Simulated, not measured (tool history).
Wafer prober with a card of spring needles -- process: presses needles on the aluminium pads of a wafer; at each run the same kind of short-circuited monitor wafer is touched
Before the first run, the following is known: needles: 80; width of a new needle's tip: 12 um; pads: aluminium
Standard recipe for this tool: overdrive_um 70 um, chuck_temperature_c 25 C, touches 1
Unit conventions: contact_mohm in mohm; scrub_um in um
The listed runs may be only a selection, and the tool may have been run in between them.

run   hour  overdrive_um  chuck_temperature_c  touches  contact_mohm  scrub_um
  1    0.0            70                   25        1           248     18.60
       4.7  -- tips cleaned on abrasive film
      24.8  -- tips cleaned on abrasive film
      43.7  -- tips cleaned on abrasive film
  2   46.3            70                   25        2           247     18.58
      62.8  -- tips cleaned on abrasive film
      83.3  -- tips cleaned on abrasive film
  3   92.2            70                   71        1           260     18.50
     104.3  -- tips cleaned on abrasive film
     126.2  -- tips cleaned on abrasive film
  4  133.3            70                   71        1           263     18.54
     145.9  -- tips cleaned on abrasive film
  5  152.8            70                   71        1           263     18.42
     165.2  -- tips cleaned on abrasive film
     185.6  -- tips cleaned on abrasive film
  6  191.2            70                   25        1           248     18.51
     204.2  -- height of the first contact set anew
     208.6  -- tips cleaned on abrasive film
  7  217.5            70                   25        1           250     18.42
     228.7  -- tips cleaned on abrasive film
  8  237.4            70                   25        1           247     18.38
     247.8  -- tips cleaned on abrasive film
  9  258.6            70                   25        1           249     18.41
     268.4  -- tips cleaned on abrasive film
     289.6  -- tips cleaned on abrasive film
 10  295.3            70                   25        1           251     18.43
     308.8  -- tips cleaned on abrasive film
 11  319.2            70                   25        1           250     18.36
     329.1  -- tips cleaned on abrasive film
 12  342.8            70                   25        1           250     18.31
     349.4  -- tips cleaned on abrasive film
     369.7  -- tips cleaned on abrasive film
 13  373.0            70                   25        1           246     18.37
     389.7  -- tips cleaned on abrasive film
 14  394.1            70                   25        1           244     18.30
     409.6  -- tips cleaned on abrasive film
 15  425.9            70                   25        1           246     18.27
     430.1  -- tips cleaned on abrasive film
     452.0  -- tips cleaned on abrasive film
     473.1  -- tips cleaned on abrasive film
 16  473.1            70                   25        1           246     18.36
     493.7  -- tips cleaned on abrasive film
 17  509.4            70                   32        1           254     18.25

Predict the results of run 18:
     515.2  -- tips cleaned on abrasive film
     537.6  -- tips cleaned on abrasive film
 18  541.3            70                   32        1             ?         ?

Run 18 measured contact_mohm 251 mohm, scrub_um 18.24 um.
If the tool had no hidden condition, the same run with the same run-to-run variation would have returned contact_mohm 251 mohm, scrub_um 18.61 um.
